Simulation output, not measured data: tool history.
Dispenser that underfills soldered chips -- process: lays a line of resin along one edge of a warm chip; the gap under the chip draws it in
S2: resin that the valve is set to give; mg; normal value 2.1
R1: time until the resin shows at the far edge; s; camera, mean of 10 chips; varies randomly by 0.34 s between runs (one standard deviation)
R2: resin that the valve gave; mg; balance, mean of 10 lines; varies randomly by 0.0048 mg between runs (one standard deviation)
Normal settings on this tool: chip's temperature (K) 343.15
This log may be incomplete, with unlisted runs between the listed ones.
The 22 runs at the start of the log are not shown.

{"hour": 207.4, "done": "new syringe of resin"}
{"run": 23, "hour": 215.2, "chip's temperature (K)": 353.15, "S2": 1.89, "R1": 16, "R2": 1.838}
{"hour": 222.9, "done": "dispensing valve cleaned and set on the balance"}
{"run": 24, "hour": 223.9, "chip's temperature (K)": 342.15, "S2": 2.07, "R1": 38.3, "R2": 2.07}
{"hour": 227.6, "done": "new syringe of resin"}
{"run": 25, "hour": 233.4, "chip's temperature (K)": 343.15, "S2": 2.31, "R1": 21.9, "R2": 2.29}
{"hour": 246.9, "done": "new syringe of resin"}
{"run": 26, "hour": 247.4, "chip's temperature (K)": 343.15, "S2": 2.31, "R1": 16.6, "R2": 2.28}
{"run": 27, "hour": 261.1, "chip's temperature (K)": 329.15, "S2": 2.48, "R1": 72.2, "R2": 2.425}
{"hour": 265.5, "done": "new syringe of resin"}
{"run": 28, "hour": 274.9, "chip's temperature (K)": 329.15, "S2": 2.48, "R1": 53.8, "R2": 2.415}
{"hour": 284.6, "done": "new syringe of resin"}
{"run": 29, "hour": 287.6, "chip's temperature (K)": 346.15, "S2": 2.6, "R1": 15.8, "R2": 2.517}
{"hour": 290.9, "done": "dispensing valve cleaned and set on the balance"}
{"run": 30, "hour": 298.0, "chip's temperature (K)": 348.15, "S2": 2.39, "R1": 24, "R2": 2.391}
{"hour": 304.7, "done": "new syringe of resin"}
{"run": 31, "hour": 311.8, "chip's temperature (K)": 348.15, "S2": 2.24, "R1": 18, "R2": 2.224}
{"hour": 323.1, "done": "new syringe of resin"}
{"run": 32, "hour": 324.3, "chip's temperature (K)": 348.15, "S2": 2.59, "R1": 13.6, "R2": 2.565}
{"run": 33, "hour": 334.5, "chip's temperature (K)": 348.15, "S2": 2.59, "R1": 22.7, "R2": 2.538}
{"hour": 342.0, "done": "new syringe of resin"}
{"run": 34, "hour": 345.6, "chip's temperature (K)": 348.15, "S2": 2.59, "R1": 14.8, "R2": 2.535}
{"run": 35, "hour": 356.1, "chip's temperature (K)": 337.15, "S2": 2.4, "R1": 45.3, "R2": 2.332}

Below are 4 alternative next runs, each starting from the tool's condition after run 35. Predict each:
{"hour": 359.4, "done": "dispensing valve cleaned and set on the balance"}
{"hour": 361.7, "done": "new syringe of resin"}
{"run": "A", "hour": 367.7, "chip's temperature (K)": 356.15, "S2": 2.15, "R1": "?", "R2": "?"}
{"hour": 359.4, "done": "dispensing valve cleaned and set on the balance"}
{"hour": 361.7, "done": "new syringe of resin"}
{"run": "B", "hour": 367.7, "chip's temperature (K)": 330.15, "S2": 2.46, "R1": "?", "R2": "?"}
{"hour": 359.4, "done": "dispensing valve cleaned and set on the balance"}
{"hour": 361.7, "done": "new syringe of resin"}
{"run": "C", "hour": 367.7, "chip's temperature (K)": 345.15, "S2": 2.36, "R1": "?", "R2": "?"}
{"hour": 359.4, "done": "dispensing valve cleaned and set on the balance"}
{"hour": 361.7, "done": "new syringe of resin"}
{"run": "D", "hour": 367.7, "chip's temperature (K)": 343.15, "S2": 2.13, "R1": "?", "R2": "?"}

run=A R1=11.9 R2=2.15
run=B R1=42.5 R2=2.455
run=C R1=20.4 R2=2.356
run=D R1=21.9 R2=2.12
With no hidden state in the tool, these same runs would have given:
run=A R1=8.6 R2=2.158
run=B R1=30 R2=2.464
run=C R1=14.6 R2=2.364
run=D R1=15.5 R2=2.127

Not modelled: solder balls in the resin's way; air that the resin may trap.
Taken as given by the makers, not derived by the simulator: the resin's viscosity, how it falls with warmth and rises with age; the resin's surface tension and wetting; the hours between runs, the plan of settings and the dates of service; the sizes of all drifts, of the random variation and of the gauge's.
